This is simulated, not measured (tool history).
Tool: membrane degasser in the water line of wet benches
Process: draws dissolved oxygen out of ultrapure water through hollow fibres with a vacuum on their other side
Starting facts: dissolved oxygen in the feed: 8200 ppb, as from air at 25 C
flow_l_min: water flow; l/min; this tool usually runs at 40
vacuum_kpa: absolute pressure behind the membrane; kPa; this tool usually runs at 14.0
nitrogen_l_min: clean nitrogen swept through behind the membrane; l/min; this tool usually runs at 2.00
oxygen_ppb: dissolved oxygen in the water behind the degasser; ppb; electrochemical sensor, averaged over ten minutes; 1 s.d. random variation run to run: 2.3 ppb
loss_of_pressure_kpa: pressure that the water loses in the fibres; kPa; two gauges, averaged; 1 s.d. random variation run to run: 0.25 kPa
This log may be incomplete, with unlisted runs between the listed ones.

run    hour  flow_l_min  vacuum_kpa  nitrogen_l_min  oxygen_ppb  loss_of_pressure_kpa
  1     0.0          40        14.0            2.00       466.2                 69.12
  2   318.2          40        14.0            2.00       467.4                 69.46
  3   627.8          40        14.0            2.00       471.9                 69.26
  4   801.0          40        14.0            2.00       470.9                 69.27
  5  1103.4          40        14.0            2.00       472.3                 69.55
  6  1417.4          40        14.0            2.00       477.7                 70.01
  7  1673.0          40        33.9            2.00      1205.0                 69.78
  8  1817.1          40        33.9            2.00      1217.5                 69.61
  9  2024.1          40        14.0            2.00       475.9                 69.60
 10  2199.7          40        34.4            2.00      1231.4                 69.67
 11  2382.1          40        34.4            2.00      1233.2                 70.19
 12  2540.8          40        33.0            2.00      1180.6                 69.87
 13  2676.4          40        14.0            2.00       483.9                 70.51
 14  2893.4          40        22.3            2.00       804.5                 70.30
 15  3103.3          29        22.3            2.00       614.9                 50.94
 16  3344.4          40        14.0            2.00       481.3                 70.16
 17  3484.5          25        14.0            2.00       318.4                 43.95
 18  3618.3          48        24.5            0.96      1726.7                 84.93
     3648.2  -- vacuum gauge calibrated
 19  3766.4          40        27.6            2.35       887.2                 70.96
 20  3969.4          40        27.6            2.35       885.7                 70.72
     4099.8  -- seals of the vacuum lines changed
 21  4211.1          47        27.6            1.10      1761.0                 83.25
 22  4368.1          61        22.5            0.81      2103.8                107.83
 23  4516.3          41        16.9            2.56       506.9                 72.76
 24  4792.4          41        16.9            2.56       507.7                 72.15
 25  5043.4          41        16.9            2.56       507.5                 72.60
 26  5327.7          42        16.2            1.10       959.6                 74.48
 27  5505.4          25        17.0            4.77       184.7                 44.55
     5519.6  -- vacuum gauge calibrated, once more
 28  5820.9          29        17.0            3.61       261.4                 51.74
 29  6064.8          29        17.0            3.61       262.0                 51.81
 30  6248.7          29        21.6            0.82      1178.6                 51.81
 31  6397.4          29        21.6            0.82      1183.1                 51.63

A few steps of oxygen_ppb between consecutive runs. Split each: what settings, incoming material and random variation would produce without the hidden state, and what is left over for the hidden state, along with gauge scatter present in only one of the two compared results (measured, and without hidden state):
Hidden state present: membrane still open, %; true pressure behind the membrane over the reading, kPa; air that leaks in behind the membrane, l/min; drift of the gauge itself on oxygen_ppb, %; drift of the gauge itself on loss_of_pressure_kpa, %.
Run 17 -> 18: flow_l_min 25 -> 48, vacuum_kpa 14.0 -> 24.5, nitrogen_l_min 2.00 -> 0.96. oxygen_ppb +1408.3 ppb: hidden state +13.4, all else +1394.9.
Run 22 -> 23: flow_l_min 61 -> 41, vacuum_kpa 22.5 -> 16.9, nitrogen_l_min 0.81 -> 2.56. oxygen_ppb -1596.9 ppb: hidden state -34.3, all else -1562.6.
Run 25 -> 26: flow_l_min 41 -> 42, vacuum_kpa 16.9 -> 16.2, nitrogen_l_min 2.56 -> 1.10. oxygen_ppb +452.1 ppb: hidden state +21.7, all else +430.4.
Run 26 -> 27: flow_l_min 42 -> 25, vacuum_kpa 16.2 -> 17.0, nitrogen_l_min 1.10 -> 4.77. oxygen_ppb -774.9 ppb: hidden state -37.7, all else -737.2.
Run 29 -> 30: vacuum_kpa 17.0 -> 21.6, nitrogen_l_min 3.61 -> 0.82. oxygen_ppb +916.6 ppb: hidden state +3.3, all else +913.3.
